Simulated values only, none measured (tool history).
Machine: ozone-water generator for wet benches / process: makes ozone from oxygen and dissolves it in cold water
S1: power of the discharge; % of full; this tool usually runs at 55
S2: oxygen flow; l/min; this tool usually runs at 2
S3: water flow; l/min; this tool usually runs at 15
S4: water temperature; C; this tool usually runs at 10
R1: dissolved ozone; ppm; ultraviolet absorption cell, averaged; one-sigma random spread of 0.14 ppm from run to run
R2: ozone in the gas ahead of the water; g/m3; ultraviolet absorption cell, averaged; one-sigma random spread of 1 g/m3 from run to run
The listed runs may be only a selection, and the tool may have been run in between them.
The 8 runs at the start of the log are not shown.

run 9 hour=225.3 | S1=55 S2=2 S3=12 S4=10 | R1=18.3 R2=176
run 10 hour=244.4 | S1=55 S2=2 S3=12 S4=10 | R1=18.7 R2=179.4
run 11 hour=262.3 | S1=55 S2=2 S3=12 S4=10 | R1=18.7 R2=179.6
run 12 hour=295.7 | S1=72 S2=2 S3=12 S4=10 | R1=21.3 R2=202.1
run 13 hour=325.7 | S1=55 S2=2.82 S3=15 S4=10 | R1=16.6 R2=149.7
run 14 hour=348.3 | S1=55 S2=1.8 S3=15 S4=10 | R1=14.9 R2=190
run 15 hour=383.2 | S1=55 S2=1.8 S3=15 S4=10 | R1=15.2 R2=188.5
run 16 hour=402.5 | S1=55 S2=1.8 S3=15 S4=10 | R1=14.7 R2=188
run 17 hour=441.9 | S1=55 S2=1.8 S3=15 S4=10 | R1=14.9 R2=187.4
run 18 hour=482.4 | S1=65 S2=1.8 S3=15 S4=12 | R1=15.9 R2=206.4
run 19 hour=524.1 | S1=55 S2=2 S3=10 S4=10 | R1=21.4 R2=177.8
run 20 hour=560.3 | S1=55 S2=2.17 S3=15 S4=10 | R1=15.3 R2=172.1
run 21 hour=599 | S1=70 S2=2 S3=15 S4=10 | R1=17.2 R2=203.8
run 22 hour=634.6 | S1=55 S2=2 S3=11 S4=10 | R1=20.1 R2=179.2
run 23 hour=658.1 | S1=55 S2=2 S3=11 S4=10 | R1=19.9 R2=179.4
run 24 hour=700.4 | S1=93 S2=3.02 S3=15 S4=10 | R1=21.8 R2=186
run 25 hour=732.3 | S1=52 S2=1.13 S3=17 S4=10 | R1=11.3 R2=235.4
run 26 hour=752.4 | S1=66 S2=3.03 S3=22 S4=17 | R1=12.1 R2=156.5
run 27 hour=782.1 | S1=66 S2=3.03 S3=22 S4=17 | R1=12.1 R2=158.5
run 28 hour=812.8 | S1=64 S2=1.03 S3=22 S4=18 | R1=8.9 R2=276.3
run 29 hour=841.4 | S1=64 S2=1.03 S3=22 S4=18 | R1=8.9 R2=276.7
run 30 hour=869.9 | S1=55 S2=2.53 S3=15 S4=6 | R1=16.9 R2=160.4
run 31 hour=911.4 | S1=55 S2=2 S3=19 S4=15 | R1=11.7 R2=180
run 32 hour=934.5 | S1=55 S2=2 S3=20 S4=16 | R1=11.1 R2=179.1

5 options for the next run, each taken on its own from the tool as it stands now. Forecast them:
run A hour=960.2 | S1=40 S2=2 S3=11 S4=16 | R1=? R2=?
run B hour=960.2 | S1=69 S2=2 S3=20 S4=6 | R1=? R2=?
run C hour=960.2 | S1=55 S2=2 S3=9 S4=10 | R1=? R2=?
run D hour=960.2 | S1=41 S2=1.39 S3=15 S4=5 | R1=? R2=?
run E hour=960.2 | S1=74 S2=3.51 S3=10 S4=10 | R1=? R2=?

run=A R1=15.9 R2=153.8
run=B R1=13.4 R2=202.5
run=C R1=23.6 R2=180.7
run=D R1=12.1 R2=189.9
run=E R1=26.2 R2=155.1
Without the tool's unlogged condition, the same runs would have read:
run=A R1=15.9 R2=150.3
run=B R1=13.4 R2=197.9
run=C R1=23.7 R2=176.6
run=D R1=12.1 R2=185.6
run=E R1=26.2 R2=151.5
